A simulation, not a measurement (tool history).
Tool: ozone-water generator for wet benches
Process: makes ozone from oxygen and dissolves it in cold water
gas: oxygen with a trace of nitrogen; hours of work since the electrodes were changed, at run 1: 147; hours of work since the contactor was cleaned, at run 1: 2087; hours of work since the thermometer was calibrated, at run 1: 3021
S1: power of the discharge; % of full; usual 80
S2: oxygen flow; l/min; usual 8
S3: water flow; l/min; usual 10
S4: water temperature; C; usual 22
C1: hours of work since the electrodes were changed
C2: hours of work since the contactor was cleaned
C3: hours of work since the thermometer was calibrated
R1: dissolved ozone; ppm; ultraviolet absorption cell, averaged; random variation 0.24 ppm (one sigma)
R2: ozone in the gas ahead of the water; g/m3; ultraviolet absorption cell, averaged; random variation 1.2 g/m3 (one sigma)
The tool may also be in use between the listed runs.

run   hour  S1  S2  S3  S4    C1    C2    C3    R1     R2
  1      0  80   8  10  22   147  2087  3021  36.1  214.7
  2   74.9  80   8  10  22   216  2155  3090    36  214.5
  3  118.4  80   8  10  22   256  2195  3129    36  214.2
  4  205.2  74   8  10  22   335  2274  3209  33.5  200.8
  5  283.2  80   8   8  22   406  2346  3280  39.1  215.9
  6  342.4  80   8   8  22   461  2400  3334  39.3  215.6
     354.2  -- water thermometer calibrated
  7  391.6  80   8   8  22   505  2444    34  39.1  216.5
  8  431.7  80   8   8  22   542  2481    71  39.5  214.2
  9  524.1  80   8   8  22   626  2566   155  39.2  214.5
 10  599.9  80   8   8  22   696  2635   225  38.7  214.7
 11  647.5  80   8   8  22   739  2678   268    39  214.2
 12    721  80   8   8  22   806  2746   335    39  214.8
 13  808.7  80   8   8  22   887  2826   416  38.9  215.3
 14  882.4  80   8   8  22   954  2893   483  38.8    214
 15  961.4  80   8   8  22  1026  2966   555  38.8  215.3

Run 16 comes next. What will it give?
 16  1042.5  84  4.46  14  21  1100  3040  630   ?   ?

{"run 16": {"R1": 38, "R2": 324.2}}
Without the tool's hidden state the same run would have given R1 38 ppm, R2 324.3 g/m3.

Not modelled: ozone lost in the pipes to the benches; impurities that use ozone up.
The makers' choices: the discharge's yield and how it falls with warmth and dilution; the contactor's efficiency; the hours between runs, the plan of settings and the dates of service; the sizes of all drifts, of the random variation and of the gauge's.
